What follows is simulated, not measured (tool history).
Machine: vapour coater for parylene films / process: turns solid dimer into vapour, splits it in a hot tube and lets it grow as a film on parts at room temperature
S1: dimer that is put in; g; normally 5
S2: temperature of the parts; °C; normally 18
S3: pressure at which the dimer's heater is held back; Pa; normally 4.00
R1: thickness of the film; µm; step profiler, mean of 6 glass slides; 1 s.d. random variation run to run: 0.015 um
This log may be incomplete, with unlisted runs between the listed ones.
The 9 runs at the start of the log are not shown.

run 10 hour=130.7 | S1=5 S2=18 S3=4.00 | R1=1.12
run 11 hour=142.2 | S1=5 S2=18 S3=9.97 | R1=1.00
run 12 hour=156.4 | S1=5 S2=17 S3=9.97 | R1=1.05
run 13 hour=171.2 | S1=5 S2=17 S3=4.03 | R1=1.15
run 14 hour=190.5 | S1=5 S2=17 S3=4.03 | R1=1.20
run 15 hour=200.5 | S1=5 S2=17 S3=4.03 | R1=1.15
run 16 hour=213.6 | S1=5 S2=17 S3=4.03 | R1=1.16
run 17 hour=229.4 | S1=3 S2=12 S3=6.15 | R1=0.79
run 18 hour=248.5 | S1=5 S2=14 S3=9.01 | R1=1.18
run 19 hour=269.3 | S1=5 S2=11 S3=4.00 | R1=1.48
run 20 hour=280.3 | S1=5 S2=11 S3=4.00 | R1=1.44
run 21 hour=293.0 | S1=5 S2=12 S3=5.91 | R1=1.32
run 22 hour=308.8 | S1=5 S2=18 S3=3.00 | R1=1.13
run 23 hour=319.2 | S1=5 S2=18 S3=3.00 | R1=1.17
run 24 hour=334.0 | S1=3 S2=29 S3=10.62 | R1=0.39
run 25 hour=355.8 | S1=3 S2=29 S3=10.62 | R1=0.40
run 26 hour=375.7 | S1=3 S2=18 S3=5.81 | R1=0.61
run 27 hour=386.6 | S1=2 S2=30 S3=5.81 | R1=0.26
run 28 hour=396.2 | S1=2 S2=30 S3=5.81 | R1=0.27
run 29 hour=416.6 | S1=2 S2=30 S3=5.81 | R1=0.29
run 30 hour=426.3 | S1=3 S2=30 S3=3.08 | R1=0.44
run 31 hour=445.6 | S1=7 S2=23 S3=3.08 | R1=1.33
run 32 hour=457.0 | S1=7 S2=23 S3=3.08 | R1=1.31

3 options for the next run, each taken on its own from the tool as it stands now. Forecast them:
run A hour=472.0 | S1=4 S2=23 S3=2.98 | R1=?
run B hour=472.0 | S1=3 S2=29 S3=3.08 | R1=?
run C hour=472.0 | S1=3 S2=13 S3=5.37 | R1=?

run=A R1=0.76
run=B R1=0.46
run=C R1=0.76
With the hidden condition removed and each run's random variation left untouched, the same runs would have given:
run=A R1=0.80
run=B R1=0.49
run=C R1=0.81

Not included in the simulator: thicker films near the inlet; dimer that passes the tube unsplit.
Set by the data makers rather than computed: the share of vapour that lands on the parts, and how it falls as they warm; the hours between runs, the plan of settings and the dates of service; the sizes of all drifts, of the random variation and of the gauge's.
